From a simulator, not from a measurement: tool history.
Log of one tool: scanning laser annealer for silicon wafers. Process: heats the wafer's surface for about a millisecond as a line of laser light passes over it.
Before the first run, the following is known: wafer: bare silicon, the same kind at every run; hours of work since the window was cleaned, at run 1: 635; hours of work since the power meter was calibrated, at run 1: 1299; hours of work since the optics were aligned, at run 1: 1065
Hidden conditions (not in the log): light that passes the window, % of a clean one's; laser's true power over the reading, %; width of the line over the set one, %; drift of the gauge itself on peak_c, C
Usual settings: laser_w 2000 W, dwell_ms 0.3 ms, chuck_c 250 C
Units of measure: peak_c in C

run,hour,laser_w,dwell_ms,chuck_c,hours of work since the window was cleaned,hours of work since the power meter was calibrated,hours of work since the optics were aligned,peak_c
1,0,2000,0.3,250,635,1299,1065,949
2,36.8,2000,0.3,250,658,1323,1088,950
3,75.9,2000,0.224,250,683,1348,1113,842
4,133,2000,0.224,250,720,1384,1150,842
5,162,2000,0.224,250,738,1403,1168,839
6,194.5,2000,0.224,250,759,1423,1189,839
7,239.8,2000,0.3,250,788,1452,1218,949
8,290.2,2000,0.3,250,820,1485,1250,947
9,329.8,1959,0.3,250,846,1510,1275,928
10,376.5,2000,0.3,250,875,1540,1305,947
11,416.5,2000,0.3,250,901,1565,1331,944
12,471.5,2000,0.3,244,936,1600,1366,937
13,516.5,2000,0.3,250,965,1629,1395,943
# hour 555.6: window over the wafer cleaned
14,567.7,2000,0.251,250,8,1661,1426,883
15,616.6,2000,0.251,250,39,1692,1457,880
16,657.9,2000,0.3,248,65,1718,1484,948
17,690.8,2000,0.229,248,86,1739,1505,848
18,727.4,2000,0.229,248,110,1763,1528,848
19,773.9,2046,0.229,248,139,1792,1558,866
20,816.9,2055,0.229,248,167,1820,1585,864
21,869.6,2000,0.3,250,201,1853,1619,953
22,901.2,2000,0.3,250,221,1874,1639,946
# hour 929.1: optics aligned, line set to its width
23,944.8,1821,0.3,250,245,1898,10,891
24,997.5,2156,0.33,256,279,1932,44,1074
25,1033.6,2000,0.23,211,302,1955,67,817
26,1075.6,2000,0.23,211,329,1982,94,819
27,1107.4,1936,0.3,257,349,2002,114,937
28,1146.4,1786,0.367,250,374,2027,139,948
29,1186.7,1786,0.367,250,400,2053,165,945
30,1225.2,1786,0.367,250,425,2077,189,947
31,1255.4,1786,0.367,250,444,2097,208,946
32,1296.3,2000,0.3,289,470,2123,235,994
33,1322.3,2000,0.3,289,486,2139,251,995
34,1376.6,1845,0.336,289,521,2174,286,976
35,1424.5,2000,0.322,270,552,2205,316,1004
36,1466.2,2000,0.322,270,578,2231,343,1004
37,1500.8,2000,0.325,270,601,2253,365,1005
38,1526.9,2000,0.325,270,617,2270,382,1004
39,1551.7,2002,0.3,211,633,2286,398,914
40,1580.5,2173,0.353,211,651,2304,416,1064
41,1633.4,2125,0.3,245,685,2338,450,998
42,1690,2000,0.339,250,721,2374,486,1003

Below are 3 alternative next runs, each starting from the tool's condition after run 42. Predict each:
A,1722.8,2000,0.26,282,742,2395,507,?
B,1722.8,2000,0.281,250,742,2395,507,?
C,1722.8,1708,0.243,232,742,2395,507,?

run,peak_c
A,924
B,926
C,747
The same runs, with their run-to-run variation unchanged, on a tool lacking any hidden condition would have given:
run,peak_c
A,936
B,939
C,757
